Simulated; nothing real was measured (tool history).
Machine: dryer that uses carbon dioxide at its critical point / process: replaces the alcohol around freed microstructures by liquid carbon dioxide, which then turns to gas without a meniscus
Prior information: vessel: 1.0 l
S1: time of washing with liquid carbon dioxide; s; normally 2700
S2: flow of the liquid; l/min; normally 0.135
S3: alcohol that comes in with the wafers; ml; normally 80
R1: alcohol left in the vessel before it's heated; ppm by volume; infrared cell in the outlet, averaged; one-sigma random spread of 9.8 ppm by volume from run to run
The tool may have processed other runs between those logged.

| run | day | S1 | S2 | S3 | R1 |
|---|---|---|---|---|---|
| 1 | 0 | 2700 | 0.135 | 80 | 1013 |
| 2 | 0.338 | 2700 | 0.135 | 80 | 1067 |
| 3 | 0.558 | 2700 | 0.135 | 80 | 1026 |
| 4 | 0.829 | 2700 | 0.135 | 80 | 1067 |
| 5 | 1.175 | 2700 | 0.135 | 80 | 1062 |
| 6 | 1.575 | 2700 | 0.135 | 41 | 590 |
| 7 | 1.908 | 1800 | 0.135 | 20 | 1185 |
| 8 | 2.217 | 1800 | 0.135 | 20 | 1160 |
| 9 | 2.588 | 2640 | 0.089 | 20 | 1248 |
| 10 | 2.929 | 2700 | 0.106 | 53 | 1885 |
| 11 | 3.375 | 3900 | 0.142 | 52 | 133 |

Consider 4 possible next runs. They are alternatives, not a sequence: every one starts from the tool as it was left by run 11. What does each give?
| A | 3.633 | 3240 | 0.132 | 80 | ? |
| B | 3.633 | 1680 | 0.217 | 30 | ? |
| C | 3.633 | 3900 | 0.212 | 52 | ? |
| D | 3.633 | 2760 | 0.135 | 25 | ? |

| run | R1 |
|---|---|
| A | 636 |
| B | 542 |
| C | 52 |
| D | 384 |
Stripped of hidden state, with their random variation kept, the same runs would have yielded:
| run | R1 |
|---|---|
| A | 242 |
| B | 237 |
| C | 2 |
| D | 154 |

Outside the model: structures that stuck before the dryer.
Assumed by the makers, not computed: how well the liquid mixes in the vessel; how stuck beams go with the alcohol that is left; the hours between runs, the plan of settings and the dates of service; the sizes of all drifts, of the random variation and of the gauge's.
